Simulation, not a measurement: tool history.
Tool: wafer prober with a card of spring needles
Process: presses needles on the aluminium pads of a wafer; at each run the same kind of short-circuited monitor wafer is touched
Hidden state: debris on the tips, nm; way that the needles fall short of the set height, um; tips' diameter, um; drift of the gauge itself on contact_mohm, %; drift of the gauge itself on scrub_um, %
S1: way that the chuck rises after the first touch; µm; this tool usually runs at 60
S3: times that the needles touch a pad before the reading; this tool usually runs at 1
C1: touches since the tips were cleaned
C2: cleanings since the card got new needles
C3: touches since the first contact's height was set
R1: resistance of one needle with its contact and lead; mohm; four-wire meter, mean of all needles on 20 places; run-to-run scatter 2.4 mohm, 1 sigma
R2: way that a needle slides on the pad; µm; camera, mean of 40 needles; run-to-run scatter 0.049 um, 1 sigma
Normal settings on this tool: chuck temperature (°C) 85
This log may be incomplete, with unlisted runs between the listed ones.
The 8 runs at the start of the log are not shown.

-- hour=109.1 tips cleaned on abrasive film
-- hour=119.2 tips cleaned on abrasive film
run 9 hour=119.5 | S1=60 chuck_temperature_(°C)=85 S3=1 | C1=147 C2=75 C3=161207 | R1=266 R2=9.91
-- hour=129 tips cleaned on abrasive film
run 10 hour=136.3 | S1=60 chuck_temperature_(°C)=85 S3=1 | C1=3609 C2=76 C3=169439 | R1=273 R2=9.96
-- hour=139 tips cleaned on abrasive film
-- hour=150 tips cleaned on abrasive film
run 11 hour=155.4 | S1=60 chuck_temperature_(°C)=85 S3=1 | C1=2666 C2=78 C3=178714 | R1=273 R2=9.88
-- hour=160.3 tips cleaned on abrasive film
-- hour=170.1 tips cleaned on abrasive film
run 12 hour=170.1 | S1=60 chuck_temperature_(°C)=85 S3=1 | C1=0 C2=80 C3=185825 | R1=271 R2=9.86
-- hour=179.9 tips cleaned on abrasive film
run 13 hour=179.9 | S1=60 chuck_temperature_(°C)=85 S3=1 | C1=0 C2=81 C3=190584 | R1=270 R2=9.91
-- hour=190 tips cleaned on abrasive film
run 14 hour=196.6 | S1=62 chuck_temperature_(°C)=85 S3=1 | C1=3229 C2=82 C3=198742 | R1=268 R2=10.35
-- hour=200.5 tips cleaned on abrasive film
-- hour=210.6 tips cleaned on abrasive film
run 15 hour=211.4 | S1=62 chuck_temperature_(°C)=85 S3=1 | C1=365 C2=84 C3=205888 | R1=269 R2=10.25
-- hour=221.1 tips cleaned on abrasive film
run 16 hour=228.3 | S1=62 chuck_temperature_(°C)=85 S3=1 | C1=3545 C2=85 C3=214164 | R1=273 R2=10.33
-- hour=231 tips cleaned on abrasive film
run 17 hour=238.6 | S1=62 chuck_temperature_(°C)=85 S3=1 | C1=3742 C2=86 C3=219188 | R1=275 R2=10.32
-- hour=242.1 tips cleaned on abrasive film
-- hour=250.4 height of the first contact set anew
run 18 hour=251.6 | S1=63 chuck_temperature_(°C)=58 S3=3 | C1=4525 C2=87 C3=582 | R1=262 R2=10.48
-- hour=252.8 tips cleaned on abrasive film
-- hour=263.9 tips cleaned on abrasive film
run 19 hour=264.2 | S1=51 chuck_temperature_(°C)=93 S3=3 | C1=107 C2=89 C3=6655 | R1=277 R2=8.49
-- hour=274.1 tips cleaned on abrasive film
run 20 hour=274.1 | S1=51 chuck_temperature_(°C)=93 S3=3 | C1=0 C2=90 C3=11478 | R1=269 R2=8.52
-- hour=284.6 tips cleaned on abrasive film
run 21 hour=285.9 | S1=55 chuck_temperature_(°C)=29 S3=2 | C1=623 C2=91 C3=17232 | R1=256 R2=9.18
-- hour=294.9 tips cleaned on abrasive film
run 22 hour=298.6 | S1=55 chuck_temperature_(°C)=77 S3=2 | C1=1823 C2=92 C3=23448 | R1=271 R2=9.14
-- hour=304.9 tips cleaned on abrasive film
-- hour=315.4 tips cleaned on abrasive film
run 23 hour=317.2 | S1=71 chuck_temperature_(°C)=37 S3=2 | C1=878 C2=94 C3=32457 | R1=253 R2=11.86
-- hour=325.5 tips cleaned on abrasive film
run 24 hour=327.3 | S1=59 chuck_temperature_(°C)=77 S3=1 | C1=878 C2=95 C3=37375 | R1=264 R2=9.81
-- hour=335.6 tips cleaned on abrasive film
run 25 hour=342.3 | S1=59 chuck_temperature_(°C)=77 S3=1 | C1=3311 C2=96 C3=44699 | R1=270 R2=9.9
-- hour=344.2 gauge calibrated
-- hour=346.1 tips cleaned on abrasive film
run 26 hour=355.7 | S1=59 chuck_temperature_(°C)=53 S3=2 | C1=4746 C2=97 C3=51237 | R1=260 R2=9.63
-- hour=357 tips cleaned on abrasive film
-- hour=368.1 tips cleaned on abrasive film
run 27 hour=368.6 | S1=72 chuck_temperature_(°C)=106 S3=1 | C1=249 C2=99 C3=57485 | R1=274 R2=11.71

Estimate the outcome of run 28 from the log above:
-- hour=378.8 tips cleaned on abrasive film
run 28 hour=379.3 | S1=72 chuck_temperature_(°C)=106 S3=1 | C1=275 C2=100 C3=62683 | R1=? R2=?

R1: 277 mohm
R2: 11.77 µm
Were there no unlogged condition in the tool, this run, its random variation unchanged, would have produced R1 277 mohm, R2 11.74 µm.
